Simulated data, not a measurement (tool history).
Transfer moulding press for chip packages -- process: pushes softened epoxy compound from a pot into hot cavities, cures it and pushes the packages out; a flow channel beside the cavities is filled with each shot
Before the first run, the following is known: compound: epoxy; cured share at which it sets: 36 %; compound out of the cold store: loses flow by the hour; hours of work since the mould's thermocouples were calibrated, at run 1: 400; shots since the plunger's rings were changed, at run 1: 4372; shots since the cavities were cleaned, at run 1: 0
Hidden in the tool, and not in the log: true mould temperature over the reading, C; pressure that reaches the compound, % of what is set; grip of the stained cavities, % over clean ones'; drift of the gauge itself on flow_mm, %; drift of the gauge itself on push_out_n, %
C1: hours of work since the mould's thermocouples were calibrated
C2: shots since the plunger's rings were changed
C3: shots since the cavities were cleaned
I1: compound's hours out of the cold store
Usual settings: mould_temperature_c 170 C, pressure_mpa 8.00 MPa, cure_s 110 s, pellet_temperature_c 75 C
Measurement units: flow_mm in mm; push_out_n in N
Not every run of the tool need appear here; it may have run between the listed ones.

run 1 hour=0.0 | mould_temperature_c=170 pressure_mpa=8.00 cure_s=110 pellet_temperature_c=75 | C1=400 C2=4372 C3=0 | I1=34.9 | flow_mm=446 push_out_n=288
run 2 hour=14.5 | mould_temperature_c=170 pressure_mpa=8.00 cure_s=110 pellet_temperature_c=75 | C1=410 C2=4536 C3=164 | I1=28.5 | flow_mm=454 push_out_n=335
run 3 hour=30.5 | mould_temperature_c=170 pressure_mpa=8.00 cure_s=110 pellet_temperature_c=75 | C1=420 C2=4717 C3=345 | I1=41.2 | flow_mm=430 push_out_n=363
-- hour=42.9 cavities cleaned with cleaning compound and waxed
run 4 hour=47.5 | mould_temperature_c=170 pressure_mpa=8.00 cure_s=110 pellet_temperature_c=75 | C1=431 C2=4892 C3=52 | I1=22.3 | flow_mm=471 push_out_n=428
run 5 hour=59.7 | mould_temperature_c=170 pressure_mpa=8.00 cure_s=110 pellet_temperature_c=75 | C1=439 C2=5030 C3=190 | I1=43.5 | flow_mm=415 push_out_n=421
run 6 hour=75.0 | mould_temperature_c=170 pressure_mpa=8.00 cure_s=110 pellet_temperature_c=75 | C1=449 C2=5204 C3=364 | I1=40.9 | flow_mm=432 push_out_n=448
-- hour=85.2 cavities cleaned with cleaning compound and waxed
run 7 hour=87.5 | mould_temperature_c=170 pressure_mpa=8.00 cure_s=110 pellet_temperature_c=75 | C1=456 C2=5328 C3=26 | I1=28.7 | flow_mm=456 push_out_n=298
run 8 hour=95.9 | mould_temperature_c=164 pressure_mpa=8.00 cure_s=110 pellet_temperature_c=75 | C1=462 C2=5422 C3=120 | I1=13.8 | flow_mm=490 push_out_n=432
-- hour=103.0 cavities cleaned with cleaning compound and waxed, once more
run 9 hour=104.8 | mould_temperature_c=164 pressure_mpa=8.00 cure_s=110 pellet_temperature_c=75 | C1=467 C2=5506 C3=20 | I1=13.0 | flow_mm=490 push_out_n=395
run 10 hour=119.5 | mould_temperature_c=164 pressure_mpa=8.00 cure_s=110 pellet_temperature_c=75 | C1=476 C2=5673 C3=187 | I1=40.6 | flow_mm=431 push_out_n=418
-- hour=122.8 plunger's sealing rings changed
run 11 hour=135.5 | mould_temperature_c=173 pressure_mpa=8.00 cure_s=110 pellet_temperature_c=75 | C1=485 C2=143 C3=339 | I1=33.7 | flow_mm=496 push_out_n=355
-- hour=148.5 cavities cleaned with cleaning compound and waxed
run 12 hour=148.6 | mould_temperature_c=170 pressure_mpa=7.04 cure_s=102 pellet_temperature_c=75 | C1=493 C2=275 C3=2 | I1=28.4 | flow_mm=461 push_out_n=312
run 13 hour=163.4 | mould_temperature_c=170 pressure_mpa=7.77 cure_s=92 pellet_temperature_c=76 | C1=503 C2=442 C3=169 | I1=22.7 | flow_mm=503 push_out_n=436
run 14 hour=180.2 | mould_temperature_c=170 pressure_mpa=7.77 cure_s=92 pellet_temperature_c=65 | C1=514 C2=632 C3=359 | I1=9.5 | flow_mm=535 push_out_n=478
run 15 hour=188.6 | mould_temperature_c=175 pressure_mpa=7.16 cure_s=94 pellet_temperature_c=80 | C1=520 C2=727 C3=454 | I1=30.7 | flow_mm=461 push_out_n=381
-- hour=191.7 cavities cleaned with cleaning compound and waxed
run 16 hour=200.0 | mould_temperature_c=175 pressure_mpa=7.16 cure_s=94 pellet_temperature_c=80 | C1=526 C2=839 C3=94 | I1=26.6 | flow_mm=458 push_out_n=321
-- hour=210.1 mould's thermocouples calibrated
run 17 hour=218.4 | mould_temperature_c=170 pressure_mpa=9.28 cure_s=110 pellet_temperature_c=75 | C1=6 C2=1024 C3=279 | I1=27.2 | flow_mm=532 push_out_n=345

For run 18, what comes out?
run 18 hour=229.6 | mould_temperature_c=170 pressure_mpa=9.26 cure_s=110 pellet_temperature_c=75 | C1=13 C2=1151 C3=406 | I1=32.6 | flow_mm=? push_out_n=?

{"run 18": {"flow_mm": 526, "push_out_n": 368}}
On a tool with no hidden condition, and with the same random variation, this run would have come out at flow_mm 538 mm, push_out_n 286 N.
